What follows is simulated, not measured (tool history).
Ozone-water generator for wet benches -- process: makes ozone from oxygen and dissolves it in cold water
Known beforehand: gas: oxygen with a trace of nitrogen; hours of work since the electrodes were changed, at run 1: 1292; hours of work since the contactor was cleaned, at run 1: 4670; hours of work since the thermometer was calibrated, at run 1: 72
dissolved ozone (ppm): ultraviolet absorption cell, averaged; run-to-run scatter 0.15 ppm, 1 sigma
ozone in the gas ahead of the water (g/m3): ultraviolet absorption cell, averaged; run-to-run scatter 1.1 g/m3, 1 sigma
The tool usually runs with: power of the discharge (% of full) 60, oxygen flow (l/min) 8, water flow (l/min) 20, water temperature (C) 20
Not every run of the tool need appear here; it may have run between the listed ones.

run    hour  power of the discharge (% of full)  oxygen flow (l/min)  water flow (l/min)  water temperature (C)  hours of work since the electrodes were changed  hours of work since the contactor was cleaned  hours of work since the thermometer was calibrated  dissolved ozone (ppm)  ozone in the gas ahead of the water (g/m3)
  1       0                                  60                    8                  20                     20                                             1292                                           4670                                                  72                   15.6                                       183.2
  2    71.7                                  60                    8                  20                     20                                             1350                                           4727                                                 130                   15.8                                       181.9
  3   112.7                                  60                    8                  20                     20                                             1383                                           4760                                                 163                   15.8                                       184.4
  4   169.2                                  60                    8                  20                     21                                             1428                                           4806                                                 208                   15.4                                       182.3
  5   244.1                                  53                    8                  20                     20                                             1488                                           4866                                                 268                   14.5                                       168.1
  6   327.2                                  53                    8                  20                     20                                             1555                                           4933                                                 335                   14.3                                         171
  7   367.3                                  53                    8                  20                     20                                             1587                                           4965                                                 367                   14.4                                       170.1
  8     411                                  60                    8                  13                     20                                             1623                                           5000                                                 403                   22.6                                       183.1
  9   493.9                                  60                 4.65                  20                     20                                             1689                                           5067                                                 469                   15.5                                       232.9
 10   552.4                                  60                 4.65                  20                     20                                             1736                                           5114                                                 516                   15.3                                       234.3
 11   625.4                                  60                    8                  20                     25                                             1795                                           5173                                                 575                   13.9                                       180.8
 12   699.4                                  60                    8                  20                     25                                             1854                                           5232                                                 635                   13.8                                       180.4
 13   746.7                                  60                    8                  20                     14                                             1893                                           5270                                                 673                   16.8                                       180.4
 14   782.7                                  60                    8                  20                     14                                             1922                                           5299                                                 702                   17.1                                       178.1
 15   818.7                                  60                    8                  20                     14                                             1951                                           5328                                                 731                   17.1                                       179.8
 16   887.8                                  60                    8                  17                     14                                             2006                                           5384                                                 786                     20                                       179.3
 17   938.2                                  60                    8                  20                     20                                             2047                                           5425                                                 827                   15.3                                       179.5
 18    1019                                  60                    8                  20                     20                                             2112                                           5490                                                 892                   14.9                                       176.5
 19  1064.2                                  60                    8                  20                     20                                             2148                                           5526                                                 928                   15.1                                       179.5
 20    1128                                  60                    8                  20                     20                                             2199                                           5577                                                 979                   15.1                                       178.3
 21  1187.2                                  57                 4.58                  12                     28                                             2247                                           5625                                                1027                   20.7                                       226.7
 22  1257.2                                  60                 4.43                  20                     14                                             2303                                           5681                                                1083                   16.1                                       238.5
     1303.9  -- contactor cleaned
 23    1331                                  95                 9.22                  20                     21                                             2359                                             22                                                1139                   21.2                                       211.8
 24    1415                                  95                 9.22                  20                     21                                             2427                                             89                                                1207                   21.2                                       212.8
 25  1499.9                                  45                    6                  27                     21                                             2495                                            158                                                1275                   10.4                                       173.6
 26  1564.8                                  83                    8                  31                     23                                             2547                                            210                                                1328                   12.1                                       209.2
 27  1609.8                                  74                12.13                  20                     18                                             2584                                            246                                                1364                     19                                       164.3
 28  1686.4                                  86                11.07                  20                     20                                             2645                                            308                                                1425                   19.9                                       182.5
 29  1759.8                                  57                 4.27                  17                     23                                             2704                                            367                                                1484                   18.2                                       230.7
 30  1807.7                                  57                 4.27                  17                     23                                             2743                                            405                                                1523                   18.1                                       231.2
 31    1893                                  57                 4.27                  17                     23                                             2812                                            474                                                1592                     18                                       230.7
 32  1968.7                                  57                 4.27                  17                     23                                             2872                                            535                                                1652                   18.2                                       231.1
 33  2054.9                                  57                 4.27                  17                     23                                             2942                                            604                                                1722                     18                                       231.8

Branching from run 33: 4 alternative next runs. What would each branch give?
  A  2090.5                                  57                 4.27                  13                     13                                             2970                                            633                                                1750                      ?                                           ?
  B  2090.5                                  63                    8                  15                     20                                             2970                                            633                                                1750                      ?                                           ?
  C  2090.5                                  60                    8                  29                     17                                             2970                                            633                                                1750                      ?                                           ?
  D  2090.5                                  60                 8.44                  20                     20                                             2970                                            633                                                1750                      ?                                           ?

run  dissolved ozone (ppm)  ozone in the gas ahead of the water (g/m3)
  A                   27.4                                       230.2
  B                   22.2                                       180.9
  C                   11.7                                       176.7
  D                   16.4                                       171.3
Without the tool's unlogged condition, the same runs would have read:
run  dissolved ozone (ppm)  ozone in the gas ahead of the water (g/m3)
  A                   29.9                                       245.8
  B                   24.4                                         194
  C                   12.9                                         189
  D                     18                                       183.3
